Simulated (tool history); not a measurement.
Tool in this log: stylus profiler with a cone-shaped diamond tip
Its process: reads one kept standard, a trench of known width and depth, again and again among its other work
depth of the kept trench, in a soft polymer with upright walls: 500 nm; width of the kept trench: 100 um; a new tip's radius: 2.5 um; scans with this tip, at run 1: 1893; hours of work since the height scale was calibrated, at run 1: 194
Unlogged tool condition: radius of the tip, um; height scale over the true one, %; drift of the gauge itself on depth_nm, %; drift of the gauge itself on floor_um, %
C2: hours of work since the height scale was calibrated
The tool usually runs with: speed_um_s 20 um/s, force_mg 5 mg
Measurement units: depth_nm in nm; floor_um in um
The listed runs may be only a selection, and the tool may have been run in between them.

run 1 hour=0 | speed_um_s=20 force_mg=5 | scans_with_this_tip=1893 C2=194 | depth_nm=512.1 floor_um=96.42
run 2 hour=9.7 | speed_um_s=20 force_mg=5 | scans_with_this_tip=1964 C2=201 | depth_nm=512.1 floor_um=96.44
run 3 hour=28.4 | speed_um_s=20 force_mg=5 | scans_with_this_tip=2101 C2=215 | depth_nm=512.07 floor_um=96.37
run 4 hour=37 | speed_um_s=20 force_mg=5 | scans_with_this_tip=2164 C2=222 | depth_nm=512.19 floor_um=96.34
run 5 hour=44.9 | speed_um_s=20 force_mg=5 | scans_with_this_tip=2222 C2=228 | depth_nm=512.18 floor_um=96.36
run 6 hour=58.3 | speed_um_s=20 force_mg=5 | scans_with_this_tip=2320 C2=238 | depth_nm=512.09 floor_um=96.36
run 7 hour=65.9 | speed_um_s=20 force_mg=5 | scans_with_this_tip=2376 C2=243 | depth_nm=512.07 floor_um=96.29
run 8 hour=79.3 | speed_um_s=20 force_mg=5 | scans_with_this_tip=2474 C2=253 | depth_nm=511.99 floor_um=96.29
run 9 hour=97.6 | speed_um_s=20 force_mg=5 | scans_with_this_tip=2608 C2=267 | depth_nm=512.07 floor_um=96.24
run 10 hour=116.2 | speed_um_s=20 force_mg=5 | scans_with_this_tip=2744 C2=281 | depth_nm=512.07 floor_um=96.25
run 11 hour=131.3 | speed_um_s=20 force_mg=5 | scans_with_this_tip=2854 C2=292 | depth_nm=512.13 floor_um=96.24
run 12 hour=148.2 | speed_um_s=20 force_mg=5 | scans_with_this_tip=2978 C2=305 | depth_nm=512.06 floor_um=96.18
run 13 hour=163.1 | speed_um_s=20 force_mg=5 | scans_with_this_tip=3087 C2=316 | depth_nm=512.12 floor_um=96.12
run 14 hour=176.6 | speed_um_s=20 force_mg=5 | scans_with_this_tip=3186 C2=326 | depth_nm=512.11 floor_um=96.11
run 15 hour=194.9 | speed_um_s=20 force_mg=5 | scans_with_this_tip=3320 C2=340 | depth_nm=512.03 floor_um=96.08
run 16 hour=211.4 | speed_um_s=20 force_mg=5 | scans_with_this_tip=3441 C2=352 | depth_nm=511.8 floor_um=96.09
run 17 hour=224.7 | speed_um_s=20 force_mg=5 | scans_with_this_tip=3538 C2=362 | depth_nm=511.98 floor_um=96.03
run 18 hour=237.7 | speed_um_s=5 force_mg=1.67 | scans_with_this_tip=3633 C2=372 | depth_nm=505.38 floor_um=96.07
run 19 hour=249.6 | speed_um_s=5 force_mg=1.67 | scans_with_this_tip=3721 C2=381 | depth_nm=505.52 floor_um=96.03
run 20 hour=259.4 | speed_um_s=7 force_mg=14.14 | scans_with_this_tip=3792 C2=388 | depth_nm=524.5 floor_um=95.98
run 21 hour=268.5 | speed_um_s=26 force_mg=6.18 | scans_with_this_tip=3859 C2=395 | depth_nm=513.9 floor_um=95.95
run 22 hour=284.2 | speed_um_s=60 force_mg=14.21 | scans_with_this_tip=3974 C2=407 | depth_nm=524.58 floor_um=95.85
run 23 hour=297.4 | speed_um_s=60 force_mg=14.21 | scans_with_this_tip=4070 C2=417 | depth_nm=524.61 floor_um=95.81
run 24 hour=309.5 | speed_um_s=59 force_mg=4.8 | scans_with_this_tip=4159 C2=426 | depth_nm=511.73 floor_um=95.83
run 25 hour=321.4 | speed_um_s=59 force_mg=4.8 | scans_with_this_tip=4246 C2=435 | depth_nm=511.59 floor_um=95.69
run 26 hour=334.4 | speed_um_s=75 force_mg=2.64 | scans_with_this_tip=4341 C2=445 | depth_nm=507.45 floor_um=95.56
run 27 hour=342.7 | speed_um_s=75 force_mg=5.63 | scans_with_this_tip=4402 C2=451 | depth_nm=512.82 floor_um=95.68
run 28 hour=358 | speed_um_s=13 force_mg=4.22 | scans_with_this_tip=4514 C2=462 | depth_nm=510.52 floor_um=95.84
run 29 hour=365.6 | speed_um_s=13 force_mg=4.22 | scans_with_this_tip=4570 C2=468 | depth_nm=510.36 floor_um=95.87
run 30 hour=381 | speed_um_s=62 force_mg=4.62 | scans_with_this_tip=4682 C2=480 | depth_nm=511.1 floor_um=95.61
run 31 hour=396.2 | speed_um_s=62 force_mg=4.62 | scans_with_this_tip=4794 C2=491 | depth_nm=511.08 floor_um=95.57
run 32 hour=405.7 | speed_um_s=62 force_mg=2.6 | scans_with_this_tip=4863 C2=498 | depth_nm=507.38 floor_um=95.53
run 33 hour=413.5 | speed_um_s=5 force_mg=9.35 | scans_with_this_tip=4920 C2=504 | depth_nm=518.22 floor_um=95.81

Each run again, without the hidden state but with its own random variation kept:
run=1 depth_nm=512.52 floor_um=96.91
run=2 depth_nm=512.53 floor_um=96.96
run=3 depth_nm=512.52 floor_um=96.92
run=4 depth_nm=512.64 floor_um=96.9
run=5 depth_nm=512.64 floor_um=96.94
run=6 depth_nm=512.56 floor_um=96.96
run=7 depth_nm=512.54 floor_um=96.91
run=8 depth_nm=512.48 floor_um=96.93
run=9 depth_nm=512.57 floor_um=96.91
run=10 depth_nm=512.59 floor_um=96.96
run=11 depth_nm=512.66 floor_um=96.97
run=12 depth_nm=512.6 floor_um=96.94
run=13 depth_nm=512.68 floor_um=96.91
run=14 depth_nm=512.68 floor_um=96.93
run=15 depth_nm=512.61 floor_um=96.93
run=16 depth_nm=512.4 floor_um=96.97
run=17 depth_nm=512.59 floor_um=96.93
run=18 depth_nm=506 floor_um=96.99
run=19 depth_nm=506.14 floor_um=96.97
run=20 depth_nm=525.16 floor_um=96.94
run=21 depth_nm=514.55 floor_um=96.92
run=22 depth_nm=525.26 floor_um=96.85
run=23 depth_nm=525.3 floor_um=96.84
run=24 depth_nm=512.41 floor_um=96.88
run=25 depth_nm=512.29 floor_um=96.76
run=26 depth_nm=508.15 floor_um=96.64
run=27 depth_nm=513.53 floor_um=96.77
run=28 depth_nm=511.24 floor_um=96.96
run=29 depth_nm=511.09 floor_um=97.01
run=30 depth_nm=511.84 floor_um=96.77
run=31 depth_nm=511.83 floor_um=96.75
run=32 depth_nm=508.14 floor_um=96.73
run=33 depth_nm=519 floor_um=97.02
